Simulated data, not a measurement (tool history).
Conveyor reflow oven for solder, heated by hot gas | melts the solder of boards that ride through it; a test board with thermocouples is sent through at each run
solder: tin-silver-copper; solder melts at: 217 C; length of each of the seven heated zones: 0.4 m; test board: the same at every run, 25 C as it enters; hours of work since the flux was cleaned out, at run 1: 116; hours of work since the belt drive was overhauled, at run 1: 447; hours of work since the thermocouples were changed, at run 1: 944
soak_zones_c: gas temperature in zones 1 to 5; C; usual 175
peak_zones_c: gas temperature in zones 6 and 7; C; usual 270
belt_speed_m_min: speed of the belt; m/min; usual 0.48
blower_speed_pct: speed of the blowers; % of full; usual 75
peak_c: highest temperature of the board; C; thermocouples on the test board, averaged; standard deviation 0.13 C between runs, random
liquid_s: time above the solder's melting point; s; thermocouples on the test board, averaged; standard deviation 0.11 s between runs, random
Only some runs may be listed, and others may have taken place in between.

run    hour  soak_zones_c  peak_zones_c  belt_speed_m_min  blower_speed_pct  hours of work since the flux was cleaned out  hours of work since the belt drive was overhauled  hours of work since the thermocouples were changed  peak_c  liquid_s
  1       0           175           270              0.48                75                                           116                                                447                                                 944   254.2      76.7
  2    44.4           175           270              0.48                75                                           148                                                479                                                 976   254.2      76.6
       69.6  -- thermocouples of zones 6 and 7 changed
         81  -- flux residue cleaned out of gas plates and filters
  3   105.2           175           270              0.48                75                                            17                                                518                                                  22   254.2      76.8
  4   171.1           175           270              0.48                75                                            65                                                565                                                  70   253.9      76.8
  5   237.6           175           270              0.48                82                                           113                                                613                                                 117   255.1      78.2
  6   279.5           175           270              0.48                82                                           143                                                643                                                 148   255.3      78.2
      317.2  -- flux residue cleaned out of gas plates and filters
  7   325.5           175           270              0.48                82                                             6                                                673                                                 177   255.2      78.1
  8   387.5           175           270              0.48                82                                            51                                                718                                                 222   255.2      78.2
  9   435.9           175           270              0.48                82                                            86                                                753                                                 257   255.2      78.1
 10     480           175           270              0.48                82                                           117                                                784                                                 289   255.4      78.3
 11   540.7           175           270              0.48                82                                           161                                                828                                                 332     255      78.1
        552  -- flux residue cleaned out of gas plates and filters
 12   589.9           175           270              0.48                82                                            27                                                860                                                 364   255.2      78.1
 13   620.5           175           270              0.48                69                                            49                                                882                                                 386   252.9      75.4
 14   664.1           175           278              0.48                57                                            81                                                914                                                 418   256.8      78.3
 15   729.7           175           278              0.48                57                                           128                                                961                                                 465   256.9      78.2
 16   768.2           163           280              0.48                75                                           156                                                989                                                 493   260.7      77.2
      788.2  -- flux residue cleaned out of gas plates and filters
 17   834.9           161           264             0.507                75                                            34                                               1033                                                 537   244.3      56.9
 18   900.1           161           264             0.425                80                                            81                                               1080                                                 584   251.1      79.2
 19     932           175           270             0.555                62                                           104                                               1103                                                 607   245.9        57
 20   999.6           175           282             0.471                57                                           152                                               1152                                                 656   261.2      83.3
     1024.9  -- flux residue cleaned out of gas plates and filters
 21    1068           175           277              0.48                75                                            31                                               1197                                                 702   260.3      81.8
       1132  -- belt drive overhauled, speed set with a stopwatch
 22    1140           175           277              0.48                75                                            80                                                  6                                                 751   260.2      81.7
 23  1188.5           175           277              0.48                75                                           115                                                 41                                                 786   260.1      81.7
 24  1258.4           175           277              0.48                75                                           165                                                 91                                                 836     260      81.6
     1268.3  -- flux residue cleaned out of gas plates and filters
 25  1313.4           175           277              0.48                75                                            33                                                127                                                 872   260.2      81.8

What differs in the tool's unlogged condition from the final listed run ahead of each entry between runs to the first listed run following it?
In the gap between runs 2 and 3: thermocouples of zones 6 and 7 changed (hour 69.6); flux residue cleaned out of gas plates and filters (hour 81)
  heat that the gas passes to the board, % of a clean oven's: 99.9 -> 100; true gas temperature in zones 6 and 7 over the reading, C: -0.06 -> -0.01
In the gap between runs 6 and 7: flux residue cleaned out of gas plates and filters (hour 317.2)
  heat that the gas passes to the board, % of a clean oven's: 99.9 -> 100
In the gap between runs 11 and 12: flux residue cleaned out of gas plates and filters (hour 552)
  heat that the gas passes to the board, % of a clean oven's: 99.9 -> 100
In the gap between runs 16 and 17: flux residue cleaned out of gas plates and filters (hour 788.2)
  heat that the gas passes to the board, % of a clean oven's: 99.9 -> 100
In the gap between runs 20 and 21: flux residue cleaned out of gas plates and filters (hour 1024.9)
  heat that the gas passes to the board, % of a clean oven's: 99.9 -> 100
In the gap between runs 21 and 22: belt drive overhauled, speed set with a stopwatch (hour 1132)
  belt's true speed, % of the reading: 99.94 -> 100
In the gap between runs 24 and 25: flux residue cleaned out of gas plates and filters (hour 1268.3)
  heat that the gas passes to the board, % of a clean oven's: 99.9 -> 100; belt's true speed, % of the reading: 100 -> 99.99
